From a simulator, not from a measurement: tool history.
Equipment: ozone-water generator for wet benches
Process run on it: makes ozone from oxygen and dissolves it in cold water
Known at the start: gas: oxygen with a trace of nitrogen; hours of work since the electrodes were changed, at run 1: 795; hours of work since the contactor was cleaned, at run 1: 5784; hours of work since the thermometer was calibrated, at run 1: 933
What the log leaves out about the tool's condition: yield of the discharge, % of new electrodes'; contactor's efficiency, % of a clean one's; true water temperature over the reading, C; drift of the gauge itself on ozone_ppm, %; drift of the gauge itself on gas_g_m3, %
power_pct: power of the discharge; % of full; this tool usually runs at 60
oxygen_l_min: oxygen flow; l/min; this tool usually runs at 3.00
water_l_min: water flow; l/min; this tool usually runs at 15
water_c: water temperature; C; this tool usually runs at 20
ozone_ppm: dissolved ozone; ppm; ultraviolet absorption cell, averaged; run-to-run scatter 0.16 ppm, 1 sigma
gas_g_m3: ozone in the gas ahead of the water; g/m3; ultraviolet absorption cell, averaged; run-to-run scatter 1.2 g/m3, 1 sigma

run,hour,power_pct,oxygen_l_min,water_l_min,water_c,hours of work since the electrodes were changed,hours of work since the contactor was cleaned,hours of work since the thermometer was calibrated,ozone_ppm,gas_g_m3
1,0.0,60,3.00,15,20,795,5784,933,20.6,215.1
2,58.7,81,3.00,15,20,834,5823,972,27.0,281.1
3,134.4,81,3.00,15,20,884,5873,1023,26.9,276.3
4,168.8,81,3.00,15,20,907,5896,1045,27.1,279.2
5,205.0,60,3.00,15,12,931,5920,1069,22.7,214.0
6,257.6,60,3.00,15,12,966,5955,1104,22.4,212.0
7,306.5,95,3.00,15,20,998,5988,1137,30.8,320.3
8,345.6,95,3.00,15,20,1024,6014,1163,30.4,321.6
9,404.3,95,3.00,15,20,1063,6052,1202,31.1,321.6
10,464.7,60,2.88,15,20,1103,6093,1242,20.1,217.4
11,514.0,60,3.00,19,20,1136,6125,1275,17.4,210.6
12,579.5,60,3.00,15,20,1180,6169,1318,20.5,211.8
13,620.3,60,3.00,15,20,1207,6196,1345,20.6,214.8
14,679.2,90,2.91,14,18,1246,6235,1384,31.4,306.2
15,749.8,65,3.64,20,20,1293,6282,1431,18.6,214.7
16,822.0,58,3.00,9,20,1341,6330,1479,27.7,205.2
17,899.6,60,4.38,15,20,1392,6381,1531,22.3,189.2
18,944.4,60,4.38,15,20,1422,6411,1560,22.6,190.5
19,984.7,60,4.38,15,20,1449,6438,1587,22.4,189.4
20,1020.5,60,1.54,9,20,1472,6462,1611,24.1,259.2
21,1067.7,60,2.40,11,20,1504,6493,1642,23.7,226.8
22,1106.8,55,3.00,12,20,1530,6519,1668,22.1,196.3
23,1164.2,55,3.00,12,20,1568,6557,1706,21.9,196.2
24,1213.2,55,3.00,12,20,1600,6590,1739,22.1,195.6
25,1264.6,55,3.00,12,20,1634,6624,1773,21.7,196.3
26,1296.2,90,3.73,19,23,1655,6645,1794,25.2,283.2

What if the next run were any one of these 4? Each begins from the tool's condition after run 26:
A,1340.3,60,1.97,22,20,1685,6674,1823,?,?
B,1340.3,55,4.78,19,23,1685,6674,1823,?,?
C,1340.3,95,3.73,16,15,1685,6674,1823,?,?
D,1340.3,58,3.00,9,20,1685,6674,1823,?,?

run,ozone_ppm,gas_g_m3
A,12.6,241.0
B,16.9,169.9
C,33.1,297.2
D,27.6,204.1
Take away the tool's hidden state, keep each run's random variation, and the runs would have read:
run,ozone_ppm,gas_g_m3
A,13.3,245.3
B,17.9,172.6
C,35.2,305.0
D,28.9,207.6

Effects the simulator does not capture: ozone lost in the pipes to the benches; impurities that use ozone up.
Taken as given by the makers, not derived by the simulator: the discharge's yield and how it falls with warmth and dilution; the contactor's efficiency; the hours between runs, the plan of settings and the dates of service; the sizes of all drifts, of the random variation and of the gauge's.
